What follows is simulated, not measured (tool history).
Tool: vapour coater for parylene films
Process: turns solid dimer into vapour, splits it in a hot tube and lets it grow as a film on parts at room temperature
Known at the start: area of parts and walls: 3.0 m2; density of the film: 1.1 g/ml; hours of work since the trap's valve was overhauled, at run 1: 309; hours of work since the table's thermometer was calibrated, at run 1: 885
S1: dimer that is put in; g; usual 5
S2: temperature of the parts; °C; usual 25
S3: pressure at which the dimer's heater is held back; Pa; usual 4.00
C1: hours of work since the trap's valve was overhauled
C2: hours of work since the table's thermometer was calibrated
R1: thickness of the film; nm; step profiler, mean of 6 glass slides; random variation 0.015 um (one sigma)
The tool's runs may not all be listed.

run,day,S1,S2,S3,C1,C2,R1
1,0.000,5,25,4.00,309,885,640
# day 0.571: trap's valve overhauled
2,1.183,5,25,4.00,10,901,750
3,1.892,5,25,4.00,21,913,740
4,2.800,5,25,4.00,36,928,720
5,4.504,5,25,4.00,64,955,730
6,5.846,5,23,4.00,86,977,780
7,7.042,5,25,4.00,105,996,740
8,8.654,8,25,4.00,131,1023,1110
9,9.654,8,25,4.00,147,1039,1150
10,11.204,3,25,4.00,173,1064,390
11,12.633,5,35,4.00,196,1087,500
12,13.554,5,25,4.00,211,1102,670
13,14.533,2,19,2.75,227,1118,340
14,15.621,2,19,2.75,244,1136,350
15,17.204,5,19,2.75,270,1161,880
16,18.808,5,33,5.64,296,1187,460
# day 20.167: trap's valve overhauled
17,20.283,3,24,2.07,2,1209,510
18,21.804,5,24,8.97,27,1233,690
19,23.183,5,19,3.29,49,1256,950
20,24.038,4,19,4.38,63,1270,720
21,25.050,7,18,8.98,79,1286,1180
22,25.992,7,18,8.98,95,1301,1180
23,26.988,4,18,8.98,111,1317,680

5 ways to go on from here, each from the tool as it stands after run 23. What would each give?
A,27.750,8,28,4.11,123,1330,?
B,27.750,4,17,8.98,123,1330,?
C,27.750,2,21,5.89,123,1330,?
D,27.750,4,27,4.00,123,1330,?
E,27.750,5,25,3.10,123,1330,?

run,R1
A,1010
B,700
C,300
D,540
E,740
Without the tool's hidden state the same runs would have given:
run,R1
A,1030
B,710
C,310
D,550
E,750
